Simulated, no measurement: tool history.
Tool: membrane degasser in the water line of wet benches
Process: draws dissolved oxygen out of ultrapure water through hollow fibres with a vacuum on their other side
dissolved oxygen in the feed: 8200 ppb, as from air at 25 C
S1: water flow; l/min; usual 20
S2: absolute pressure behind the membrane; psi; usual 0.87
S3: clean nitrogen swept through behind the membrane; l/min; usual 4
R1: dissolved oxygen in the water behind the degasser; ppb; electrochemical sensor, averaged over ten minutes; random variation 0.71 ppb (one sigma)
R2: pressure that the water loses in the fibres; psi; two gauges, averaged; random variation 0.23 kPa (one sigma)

run    hour  S1     S2    S3     R1      R2
  1       0  20   0.87     4   87.8   9.134
  2   307.5  20   0.87  7.09   74.6   9.171
  3   529.8  20  1.445     4  139.8   9.233
  4   766.6  20  0.734     4   80.5   9.262
  5   935.6  20   0.87     4   90.3   9.264
  6  1198.2  20   0.87     4   90.7   9.326
     1531.7  -- seals of the vacuum lines changed
  7  1560.8  20   0.87     4   94.6   9.309
  8    1934  20   0.87     4   97.8   9.364
  9  2190.2  20   0.87     4   96.4     9.4
 10  2509.2  20   0.87  3.48  102.5   9.417
 11    2837  20  2.107     4  198.7   9.462
 12  3208.3  20  2.107     4  199.1    9.51
 13  3480.4  25  1.971     4    266  11.938
     3677.2  -- membrane cartridge changed
 14  3812.3  15   0.87     4     42    6.18
 15  4081.4  28  1.273  5.12  159.6  11.597

Forecast each of these 3 alternatives for the next run:
  A  4243.1  28  0.741  5.23   ?   ?
  B  4243.1  20  1.704     4   ?   ?
  C  4243.1  20   0.87  6.61   ?   ?

run     R1     R2
  A  112.7  11.68
  B  140.7  8.356
  C   56.4  8.302
Without the tool's hidden state the same runs would have given:
run     R1      R2
  A  104.4  11.606
  B  133.5   8.303
  C   51.8    8.25
